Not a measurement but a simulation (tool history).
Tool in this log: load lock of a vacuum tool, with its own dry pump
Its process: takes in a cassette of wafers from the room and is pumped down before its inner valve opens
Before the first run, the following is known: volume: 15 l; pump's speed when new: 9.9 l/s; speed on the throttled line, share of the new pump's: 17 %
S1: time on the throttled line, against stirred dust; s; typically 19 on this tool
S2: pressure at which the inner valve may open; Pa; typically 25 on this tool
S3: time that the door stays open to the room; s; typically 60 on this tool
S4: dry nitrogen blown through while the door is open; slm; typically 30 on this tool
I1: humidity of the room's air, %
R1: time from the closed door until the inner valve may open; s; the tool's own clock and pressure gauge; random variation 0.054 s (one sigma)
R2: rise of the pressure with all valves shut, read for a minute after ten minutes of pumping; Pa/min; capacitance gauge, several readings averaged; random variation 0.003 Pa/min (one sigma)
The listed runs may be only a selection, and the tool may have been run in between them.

Run 1, hour 0.0: usual settings; I1 43.8. Result: R1 29.47 s, R2 0.159 Pa/min.
Run 2, hour 271.2: usual settings but S2 28 Pa; I1 45.2. Result: R1 29.13 s, R2 0.172 Pa/min.
Run 3, hour 444.4: usual settings but S2 28 Pa; I1 41.8. Result: R1 29.24 s, R2 0.172 Pa/min.
Run 4, hour 800.0: usual settings but S2 28 Pa; I1 42.0. Result: R1 29.37 s, R2 0.181 Pa/min.
Run 5, hour 993.6: usual settings but S3 137 s; I1 44.6. Result: R1 29.51 s, R2 0.195 Pa/min.
Run 6, hour 1171.4: usual settings but S3 137 s; I1 43.1. Result: R1 29.58 s, R2 0.195 Pa/min.
Run 7, hour 1527.1: usual settings but S4 21 slm; I1 47.2. Result: R1 29.53 s, R2 0.196 Pa/min.
Run 8, hour 1887.5: usual settings but S4 21 slm; I1 44.2. Result: R1 29.61 s, R2 0.212 Pa/min.
At hour 2090.8: dry pump taken out, an overhauled one fitted.
Run 9, hour 2093.1: usual settings but S4 21 slm; I1 44.1. Result: R1 28.46 s, R2 0.209 Pa/min.
Run 10, hour 2291.3: usual settings; I1 48.6. Result: R1 28.57 s, R2 0.206 Pa/min.
Run 11, hour 2623.8: usual settings; I1 43.9. Result: R1 28.54 s, R2 0.220 Pa/min.
Run 12, hour 2982.8: usual settings but S3 80 s; I1 41.3. Result: R1 28.57 s, R2 0.225 Pa/min.
Run 13, hour 3309.4: usual settings but S2 19 Pa, S3 80 s; I1 47.9. Result: R1 29.11 s, R2 0.241 Pa/min.
Run 14, hour 3616.7: usual settings but S2 19 Pa, S3 80 s; I1 44.1. Result: R1 29.13 s, R2 0.246 Pa/min.
Run 15, hour 3809.5: usual settings but S2 19 Pa, S3 80 s; I1 46.5. Result: R1 29.32 s, R2 0.259 Pa/min.
Run 16, hour 4144.4: usual settings but S2 19 Pa, S3 80 s; I1 44.3. Result: R1 29.22 s, R2 0.264 Pa/min.
Run 17, hour 4340.0: usual settings but S2 19 Pa, S3 210 s; I1 48.6. Result: R1 29.18 s, R2 0.277 Pa/min.
Run 18, hour 4710.2: usual settings but S4 23 slm; I1 47.4. Result: R1 28.89 s, R2 0.279 Pa/min.
Run 19, hour 4906.8: usual settings but S4 23 slm; I1 48.5. Result: R1 28.81 s, R2 0.292 Pa/min.

Estimate the outcome of run 20 from the log above:
Run 20, hour 5075.3: usual settings but S4 23 slm; I1 44.1. Result: R1 ?, R2 ?.

{"run 20": {"R1": 28.84, "R2": 0.294}}
With no hidden state in the tool, this same run would have given R1 28.46 s, R2 0.028 Pa/min.

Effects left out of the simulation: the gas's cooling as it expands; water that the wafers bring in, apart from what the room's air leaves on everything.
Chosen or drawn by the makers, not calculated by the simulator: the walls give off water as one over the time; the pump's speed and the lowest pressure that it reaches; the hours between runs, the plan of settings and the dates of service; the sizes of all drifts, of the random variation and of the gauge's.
